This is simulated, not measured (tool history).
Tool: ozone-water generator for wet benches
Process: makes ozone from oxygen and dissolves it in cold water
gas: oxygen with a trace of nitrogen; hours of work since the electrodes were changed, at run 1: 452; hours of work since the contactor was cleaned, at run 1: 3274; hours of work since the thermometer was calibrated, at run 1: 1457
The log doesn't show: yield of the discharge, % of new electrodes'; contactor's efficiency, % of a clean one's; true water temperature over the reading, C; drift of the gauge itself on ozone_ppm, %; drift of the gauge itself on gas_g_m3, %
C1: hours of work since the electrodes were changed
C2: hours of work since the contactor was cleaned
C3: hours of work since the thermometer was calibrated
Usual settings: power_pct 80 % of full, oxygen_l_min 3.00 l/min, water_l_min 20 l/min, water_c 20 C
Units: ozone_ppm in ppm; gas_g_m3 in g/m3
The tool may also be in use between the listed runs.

{"run": 1, "hour": 0.0, "power_pct": 80, "oxygen_l_min": 3.0, "water_l_min": 20, "water_c": 20, "C1": 452, "C2": 3274, "C3": 1457, "ozone_ppm": 16.8, "gas_g_m3": 264.1}
{"run": 2, "hour": 31.3, "power_pct": 80, "oxygen_l_min": 3.0, "water_l_min": 20, "water_c": 20, "C1": 481, "C2": 3303, "C3": 1487, "ozone_ppm": 16.9, "gas_g_m3": 266.7}
{"run": 3, "hour": 52.6, "power_pct": 80, "oxygen_l_min": 3.0, "water_l_min": 29, "water_c": 20, "C1": 501, "C2": 3322, "C3": 1506, "ozone_ppm": 11.0, "gas_g_m3": 263.0}
{"run": 4, "hour": 69.1, "power_pct": 80, "oxygen_l_min": 3.0, "water_l_min": 20, "water_c": 20, "C1": 516, "C2": 3338, "C3": 1522, "ozone_ppm": 17.1, "gas_g_m3": 266.4}
{"run": 5, "hour": 101.5, "power_pct": 80, "oxygen_l_min": 3.0, "water_l_min": 20, "water_c": 20, "C1": 546, "C2": 3368, "C3": 1552, "ozone_ppm": 17.1, "gas_g_m3": 262.1}
{"run": 6, "hour": 127.6, "power_pct": 80, "oxygen_l_min": 3.0, "water_l_min": 20, "water_c": 20, "C1": 570, "C2": 3392, "C3": 1576, "ozone_ppm": 16.8, "gas_g_m3": 266.8}
{"run": 7, "hour": 151.8, "power_pct": 80, "oxygen_l_min": 3.0, "water_l_min": 20, "water_c": 20, "C1": 593, "C2": 3415, "C3": 1599, "ozone_ppm": 16.8, "gas_g_m3": 262.1}
{"run": 8, "hour": 166.3, "power_pct": 80, "oxygen_l_min": 3.0, "water_l_min": 20, "water_c": 20, "C1": 606, "C2": 3428, "C3": 1612, "ozone_ppm": 17.1, "gas_g_m3": 266.0}
{"run": 9, "hour": 187.7, "power_pct": 80, "oxygen_l_min": 3.0, "water_l_min": 27, "water_c": 20, "C1": 626, "C2": 3448, "C3": 1632, "ozone_ppm": 11.9, "gas_g_m3": 264.1}
{"run": 10, "hour": 220.6, "power_pct": 80, "oxygen_l_min": 3.0, "water_l_min": 20, "water_c": 20, "C1": 657, "C2": 3479, "C3": 1663, "ozone_ppm": 16.8, "gas_g_m3": 263.8}
{"run": 11, "hour": 238.4, "power_pct": 41, "oxygen_l_min": 3.0, "water_l_min": 18, "water_c": 20, "C1": 673, "C2": 3495, "C3": 1679, "ozone_ppm": 13.8, "gas_g_m3": 189.2}
{"run": 12, "hour": 252.9, "power_pct": 47, "oxygen_l_min": 4.91, "water_l_min": 31, "water_c": 20, "C1": 687, "C2": 3509, "C3": 1693, "ozone_ppm": 9.1, "gas_g_m3": 168.5}
{"hour": 258.3, "done": "contactor cleaned"}
{"run": 13, "hour": 283.7, "power_pct": 54, "oxygen_l_min": 4.91, "water_l_min": 31, "water_c": 16, "C1": 712, "C2": 24, "C3": 1718, "ozone_ppm": 9.9, "gas_g_m3": 181.8}
{"run": 14, "hour": 311.0, "power_pct": 80, "oxygen_l_min": 4.21, "water_l_min": 20, "water_c": 20, "C1": 737, "C2": 49, "C3": 1743, "ozone_ppm": 18.1, "gas_g_m3": 232.2}
{"run": 15, "hour": 328.5, "power_pct": 80, "oxygen_l_min": 4.21, "water_l_min": 20, "water_c": 20, "C1": 754, "C2": 65, "C3": 1759, "ozone_ppm": 18.1, "gas_g_m3": 232.7}
{"hour": 359.8, "done": "contactor cleaned, once more"}
{"run": 16, "hour": 359.8, "power_pct": 95, "oxygen_l_min": 1.88, "water_l_min": 20, "water_c": 20, "C1": 779, "C2": 0, "C3": 1785, "ozone_ppm": 16.0, "gas_g_m3": 332.8}
{"run": 17, "hour": 376.3, "power_pct": 58, "oxygen_l_min": 1.72, "water_l_min": 20, "water_c": 20, "C1": 794, "C2": 15, "C3": 1800, "ozone_ppm": 12.0, "gas_g_m3": 269.8}
{"run": 18, "hour": 391.9, "power_pct": 41, "oxygen_l_min": 1.72, "water_l_min": 27, "water_c": 18, "C1": 809, "C2": 30, "C3": 1815, "ozone_ppm": 7.0, "gas_g_m3": 228.7}
{"run": 19, "hour": 422.4, "power_pct": 65, "oxygen_l_min": 2.23, "water_l_min": 20, "water_c": 16, "C1": 837, "C2": 58, "C3": 1843, "ozone_ppm": 14.5, "gas_g_m3": 261.2}
{"run": 20, "hour": 441.3, "power_pct": 65, "oxygen_l_min": 2.23, "water_l_min": 20, "water_c": 16, "C1": 855, "C2": 76, "C3": 1861, "ozone_ppm": 14.5, "gas_g_m3": 260.0}

Hidden state or all else? Some run-to-run changes of ozone_ppm, split into what the settings, what came in and random variation would give without the hidden state, and what is left for the hidden state (with any gauge scatter that isn't in both results):
Run 13 -> 14: power_pct 54 -> 80, oxygen_l_min 4.91 -> 4.21, water_l_min 31 -> 20, water_c 16 -> 20. ozone_ppm +8.2 ppm: hidden state -0.8, all else +9.0.
Run 15 -> 16: power_pct 80 -> 95, oxygen_l_min 4.21 -> 1.88, contactor cleaned, once more. ozone_ppm -2.1 ppm: hidden state +0.9, all else -3.0.
Run 18 -> 19: power_pct 41 -> 65, oxygen_l_min 1.72 -> 2.23, water_l_min 27 -> 20, water_c 18 -> 16. ozone_ppm +7.5 ppm: hidden state -0.3, all else +7.8.
